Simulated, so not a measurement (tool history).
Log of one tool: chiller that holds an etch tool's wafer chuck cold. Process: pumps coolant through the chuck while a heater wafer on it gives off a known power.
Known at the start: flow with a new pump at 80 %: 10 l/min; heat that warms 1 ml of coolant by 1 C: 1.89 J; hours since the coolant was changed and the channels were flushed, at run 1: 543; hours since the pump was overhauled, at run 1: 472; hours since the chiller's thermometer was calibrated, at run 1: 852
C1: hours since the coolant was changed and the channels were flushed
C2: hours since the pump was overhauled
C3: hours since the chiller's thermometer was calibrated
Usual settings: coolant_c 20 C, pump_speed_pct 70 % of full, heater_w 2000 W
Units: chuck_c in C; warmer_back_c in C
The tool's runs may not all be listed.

{"run": 1, "hour": 0.0, "coolant_c": 20, "pump_speed_pct": 70, "heater_w": 2000, "C1": 543, "C2": 472, "C3": 852, "chuck_c": 42.3, "warmer_back_c": 7.27}
{"run": 2, "hour": 36.7, "coolant_c": 20, "pump_speed_pct": 70, "heater_w": 2000, "C1": 580, "C2": 509, "C3": 889, "chuck_c": 42.4, "warmer_back_c": 7.25}
{"run": 3, "hour": 94.2, "coolant_c": 20, "pump_speed_pct": 70, "heater_w": 2000, "C1": 637, "C2": 566, "C3": 946, "chuck_c": 42.3, "warmer_back_c": 7.28}
{"run": 4, "hour": 121.4, "coolant_c": 12, "pump_speed_pct": 70, "heater_w": 2000, "C1": 664, "C2": 593, "C3": 973, "chuck_c": 34.5, "warmer_back_c": 7.28}
{"run": 5, "hour": 150.2, "coolant_c": 12, "pump_speed_pct": 70, "heater_w": 2000, "C1": 693, "C2": 622, "C3": 1002, "chuck_c": 34.3, "warmer_back_c": 7.37}
{"run": 6, "hour": 177.3, "coolant_c": 12, "pump_speed_pct": 70, "heater_w": 2000, "C1": 720, "C2": 649, "C3": 1029, "chuck_c": 34.6, "warmer_back_c": 7.33}
{"run": 7, "hour": 230.3, "coolant_c": 12, "pump_speed_pct": 70, "heater_w": 2000, "C1": 773, "C2": 702, "C3": 1082, "chuck_c": 34.5, "warmer_back_c": 7.32}
{"run": 8, "hour": 265.5, "coolant_c": 12, "pump_speed_pct": 70, "heater_w": 2000, "C1": 808, "C2": 737, "C3": 1117, "chuck_c": 34.8, "warmer_back_c": 7.37}
{"run": 9, "hour": 291.3, "coolant_c": 12, "pump_speed_pct": 70, "heater_w": 2000, "C1": 834, "C2": 763, "C3": 1143, "chuck_c": 34.8, "warmer_back_c": 7.3}
{"run": 10, "hour": 329.3, "coolant_c": 25, "pump_speed_pct": 61, "heater_w": 1121, "C1": 872, "C2": 801, "C3": 1181, "chuck_c": 38.9, "warmer_back_c": 4.72}
{"run": 11, "hour": 381.6, "coolant_c": 25, "pump_speed_pct": 61, "heater_w": 1121, "C1": 925, "C2": 854, "C3": 1233, "chuck_c": 38.7, "warmer_back_c": 4.74}
{"run": 12, "hour": 426.4, "coolant_c": 25, "pump_speed_pct": 61, "heater_w": 1121, "C1": 969, "C2": 898, "C3": 1278, "chuck_c": 38.9, "warmer_back_c": 4.76}
{"run": 13, "hour": 453.3, "coolant_c": 11, "pump_speed_pct": 78, "heater_w": 1009, "C1": 996, "C2": 925, "C3": 1305, "chuck_c": 22.2, "warmer_back_c": 3.32}

3 ways to go on from here, each from the tool as it stands after run 13. What would each give?
{"run": "A", "hour": 491.5, "coolant_c": 11, "pump_speed_pct": 90, "heater_w": 1369, "C1": 1034, "C2": 963, "C3": 1343, "chuck_c": "?", "warmer_back_c": "?"}
{"run": "B", "hour": 491.5, "coolant_c": 17, "pump_speed_pct": 65, "heater_w": 2150, "C1": 1034, "C2": 963, "C3": 1343, "chuck_c": "?", "warmer_back_c": "?"}
{"run": "C", "hour": 491.5, "coolant_c": 11, "pump_speed_pct": 82, "heater_w": 1003, "C1": 1034, "C2": 963, "C3": 1343, "chuck_c": "?", "warmer_back_c": "?"}

run=A chuck_c=24.8 warmer_back_c=3.93
run=B chuck_c=42.7 warmer_back_c=8.47
run=C chuck_c=21.4 warmer_back_c=3.17
Without the tool's hidden state the same runs would have given:
run=A chuck_c=23.7 warmer_back_c=3.87
run=B chuck_c=40.9 warmer_back_c=8.33
run=C chuck_c=20.6 warmer_back_c=3.12
